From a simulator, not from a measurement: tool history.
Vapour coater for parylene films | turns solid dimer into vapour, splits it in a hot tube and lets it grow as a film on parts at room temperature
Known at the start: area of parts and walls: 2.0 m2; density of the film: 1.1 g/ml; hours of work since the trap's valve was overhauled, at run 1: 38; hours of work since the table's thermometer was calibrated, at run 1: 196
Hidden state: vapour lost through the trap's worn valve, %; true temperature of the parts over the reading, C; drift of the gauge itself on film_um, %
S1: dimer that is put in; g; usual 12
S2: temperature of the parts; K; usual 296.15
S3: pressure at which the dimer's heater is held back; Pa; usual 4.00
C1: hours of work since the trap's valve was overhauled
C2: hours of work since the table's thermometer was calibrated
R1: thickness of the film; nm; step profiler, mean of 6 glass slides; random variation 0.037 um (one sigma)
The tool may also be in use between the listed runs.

run 1 hour=0.0 | S1=12 S2=296.15 S3=4.00 | C1=38 C2=196 | R1=3990
run 2 hour=23.6 | S1=12 S2=296.15 S3=4.00 | C1=58 C2=216 | R1=4010
run 3 hour=41.3 | S1=12 S2=296.15 S3=3.73 | C1=72 C2=230 | R1=3990
run 4 hour=59.2 | S1=12 S2=296.15 S3=6.04 | C1=87 C2=245 | R1=3540
run 5 hour=73.7 | S1=12 S2=296.15 S3=6.04 | C1=99 C2=257 | R1=3580
run 6 hour=90.5 | S1=21 S2=296.15 S3=6.04 | C1=113 C2=270 | R1=6190
run 7 hour=101.8 | S1=21 S2=296.15 S3=6.30 | C1=122 C2=280 | R1=6150
run 8 hour=115.6 | S1=21 S2=296.15 S3=6.30 | C1=134 C2=291 | R1=6160
run 9 hour=135.4 | S1=21 S2=304.15 S3=6.30 | C1=150 C2=307 | R1=4140
run 10 hour=148.1 | S1=21 S2=304.15 S3=6.30 | C1=160 C2=318 | R1=4110
run 11 hour=159.1 | S1=21 S2=304.15 S3=6.30 | C1=169 C2=327 | R1=4050
run 12 hour=172.2 | S1=21 S2=304.15 S3=6.30 | C1=180 C2=338 | R1=4020
run 13 hour=191.3 | S1=19 S2=304.15 S3=6.30 | C1=196 C2=353 | R1=3600
run 14 hour=213.2 | S1=19 S2=304.15 S3=6.30 | C1=214 C2=371 | R1=3650
run 15 hour=235.4 | S1=19 S2=304.15 S3=6.30 | C1=232 C2=390 | R1=3630
run 16 hour=253.0 | S1=7 S2=294.15 S3=6.30 | C1=247 C2=404 | R1=2130
run 17 hour=268.0 | S1=12 S2=292.15 S3=4.71 | C1=259 C2=416 | R1=4480
run 18 hour=293.1 | S1=12 S2=299.15 S3=11.03 | C1=279 C2=437 | R1=2520
run 19 hour=312.1 | S1=12 S2=289.15 S3=4.00 | C1=295 C2=453 | R1=4930
-- hour=314.5 table's thermometer calibrated
run 20 hour=333.1 | S1=12 S2=289.15 S3=4.00 | C1=312 C2=15 | R1=4900
run 21 hour=356.3 | S1=11 S2=295.15 S3=7.20 | C1=331 C2=34 | R1=3060
run 22 hour=378.8 | S1=9 S2=295.15 S3=6.90 | C1=349 C2=53 | R1=2510
-- hour=392.7 table's thermometer calibrated, once more
run 23 hour=399.7 | S1=13 S2=304.15 S3=6.83 | C1=365 C2=6 | R1=2370
run 24 hour=414.8 | S1=8 S2=304.15 S3=2.62 | C1=378 C2=18 | R1=1800
run 25 hour=430.2 | S1=12 S2=290.15 S3=2.62 | C1=391 C2=31 | R1=4670
run 26 hour=442.0 | S1=12 S2=290.15 S3=2.62 | C1=400 C2=41 | R1=4780
run 27 hour=464.7 | S1=12 S2=297.15 S3=2.62 | C1=419 C2=59 | R1=3770

5 ways to go on from here, each from the tool as it stands after run 27. What would each give?
run A hour=476.4 | S1=6 S2=291.15 S3=8.86 | C1=429 C2=69 | R1=?
run B hour=476.4 | S1=12 S2=305.15 S3=2.62 | C1=429 C2=69 | R1=?
run C hour=476.4 | S1=12 S2=290.15 S3=8.51 | C1=429 C2=69 | R1=?
run D hour=476.4 | S1=16 S2=296.15 S3=4.00 | C1=429 C2=69 | R1=?
run E hour=476.4 | S1=6 S2=289.15 S3=11.27 | C1=429 C2=69 | R1=?

run=A R1=1880
run=B R1=2480
run=C R1=4000
run=D R1=4760
run=E R1=1920
Without the tool's hidden state the same runs would have given:
run=A R1=2150
run=B R1=2830
run=C R1=4560
run=D R1=5430
run=E R1=2190
